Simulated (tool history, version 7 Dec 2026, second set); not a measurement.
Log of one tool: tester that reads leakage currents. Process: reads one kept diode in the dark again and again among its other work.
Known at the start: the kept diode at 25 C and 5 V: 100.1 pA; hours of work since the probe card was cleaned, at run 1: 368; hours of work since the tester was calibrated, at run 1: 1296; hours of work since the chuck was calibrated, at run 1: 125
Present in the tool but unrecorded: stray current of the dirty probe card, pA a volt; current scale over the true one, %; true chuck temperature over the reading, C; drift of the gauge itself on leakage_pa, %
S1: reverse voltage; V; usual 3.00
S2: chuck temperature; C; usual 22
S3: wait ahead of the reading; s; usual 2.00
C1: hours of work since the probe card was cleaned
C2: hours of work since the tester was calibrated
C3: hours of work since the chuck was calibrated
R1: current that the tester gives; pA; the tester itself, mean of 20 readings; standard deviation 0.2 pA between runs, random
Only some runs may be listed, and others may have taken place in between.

run     day     S1  S2    S3   C1    C2   C3      R1
  1   0.000   3.00  22  2.00  368  1296  125   65.45
  2   1.025   3.00  22  0.64  380  1307  137   66.32
  3   1.725   3.00  22  2.00  388  1315  145   65.44
  4   2.817   3.00  22  2.00  400  1327  157   65.58
  5   3.496   3.00  22  2.00  407  1335  164   65.26
  6   4.567   3.00  22  2.00  419  1347  176   65.70
  7   5.358   3.00  22  2.00  428  1356  185   65.35
  8   6.183   3.00  22  2.00  437  1365  194   65.57
  9   6.908   3.00  22  2.00  445  1373  203   65.21
 10   8.129   3.00  22  9.70  459  1387  216   65.29
 11   8.821   3.00  22  2.00  467  1394  224   65.53
 12   9.650   3.00  22  2.00  476  1404  233   65.75
 13  10.583   3.00  22  2.00  487  1414  244   65.64
 14  11.633   3.00  22  2.00  498  1426  255   65.62
 15  12.246   3.00  25  2.00  505  1433  262   83.11
 16  12.867   3.00  22  2.00  512  1440  269   65.86
 17  13.792   3.00  22  2.00  522  1450  279   65.43
 18  14.762   3.00  38  2.00  533  1461  290  227.01
 19  15.496   3.00  45  2.00  541  1469  299  374.05
 20  16.675   2.16  23  2.00  555  1482  312   62.95
 21  17.250   2.16  40  7.70  561  1489  318  232.93
 22  18.517   2.02  22  5.69  575  1503  332   56.27
 23  19.642   2.02  22  5.69  588  1515  345   56.11
 24  20.488   3.00  30  5.48  597  1525  354  122.91
 25  21.000  12.36  46  1.42  603  1530  360  674.99
 26  21.962  12.36  46  1.42  614  1541  371  679.00
 27  23.004  12.36  46  1.42  625  1553  382  678.42
 28  24.142  12.36  46  1.42  638  1566  395  680.54
 29  24.883  12.36  46  1.42  646  1574  403  682.34
 30  25.846   1.65  43  1.99  657  1585  414  259.54
 31  26.958  16.30  46  2.00  670  1597  427  752.47
 32  27.612   1.51  22  2.00  677  1604  434   50.72
 33  28.633   1.51  22  2.00  688  1616  445   50.77
 34  29.312   1.51  22  2.00  696  1623  453   51.10
 35  30.117  10.36  28  0.44  705  1632  462  171.81
 36  31.238   3.70  22  1.36  717  1645  474   70.72
 37  31.829   3.00  22  6.68  724  1652  481   64.92

Alternative continuations, all from the tool just after run 37; predict every row:
  A  32.425  3.00  22  0.44  731  1658  488   ?
  B  32.425  3.00  22  2.78  731  1658  488   ?
  C  32.425  2.38  22  1.11  731  1658  488   ?
  D  32.425  3.64  22  3.38  731  1658  488   ?
  E  32.425  3.00  55  2.00  731  1658  488   ?

run      R1
  A   66.61
  B   65.54
  C   60.25
  D   69.90
  E  739.56
With no hidden state in the tool, these same runs would have given:
run      R1
  A   66.59
  B   65.52
  C   60.23
  D   69.88
  E  739.44
